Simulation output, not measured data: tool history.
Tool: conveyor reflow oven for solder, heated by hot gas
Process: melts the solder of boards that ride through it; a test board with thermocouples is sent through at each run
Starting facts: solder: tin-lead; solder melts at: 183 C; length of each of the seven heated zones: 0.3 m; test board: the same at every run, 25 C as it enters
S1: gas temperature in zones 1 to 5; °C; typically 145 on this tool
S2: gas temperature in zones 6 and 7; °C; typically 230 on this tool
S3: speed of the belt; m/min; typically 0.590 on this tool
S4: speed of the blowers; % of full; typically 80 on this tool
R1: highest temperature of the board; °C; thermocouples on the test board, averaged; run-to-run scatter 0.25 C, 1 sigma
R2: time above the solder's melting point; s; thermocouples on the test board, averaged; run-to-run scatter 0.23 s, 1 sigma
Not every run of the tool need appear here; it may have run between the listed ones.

run   hour   S1   S2     S3  S4     R1    R2
  1    0.0  145  230  0.590  80  219.1  50.0
  2   29.2  145  230  0.590  80  218.4  49.9
  3   75.4  145  230  0.590  80  218.7  49.5
  4  101.2  145  230  0.590  80  218.5  49.2
  5  148.4  145  233  0.590  80  221.8  50.6
  6  187.6  145  233  0.590  80  221.0  50.6
     203.1  -- flux residue cleaned out of gas plates and filters
  7  237.1  145  233  0.590  80  222.6  51.3
  8  274.4  145  233  0.590  80  222.2  51.4
  9  320.2  149  234  0.518  77  225.8  62.3
 10  355.2  149  233  0.567  86  224.4  56.0
 11  399.3  149  233  0.567  86  224.6  56.1
 12  442.3  149  233  0.567  86  224.0  55.9
 13  483.4  160  224  0.567  81  216.7  56.5
 14  515.8  145  243  0.647  80  227.3  48.7
     527.7  -- flux residue cleaned out of gas plates and filters
 15  544.8  145  243  0.647  80  229.7  49.5

Forecast each of these 5 alternatives for the next run:
  A  579.1  145  224  0.590  51   ?   ?
  B  579.1  145  230  0.517  52   ?   ?
  C  579.1  132  239  0.680  80   ?   ?
  D  579.1  145  227  0.590  78   ?   ?
  E  579.1  145  230  0.560  80   ?   ?

run     R1    R2
  A  209.4  42.6
  B  217.9  56.3
  C  222.2  41.1
  D  217.3  48.9
  E  221.5  54.3
Stripped of hidden state, with their random variation kept, the same runs would have yielded:
run     R1    R2
  A  208.3  41.2
  B  216.7  54.8
  C  221.1  40.1
  D  216.2  47.7
  E  220.4  53.1
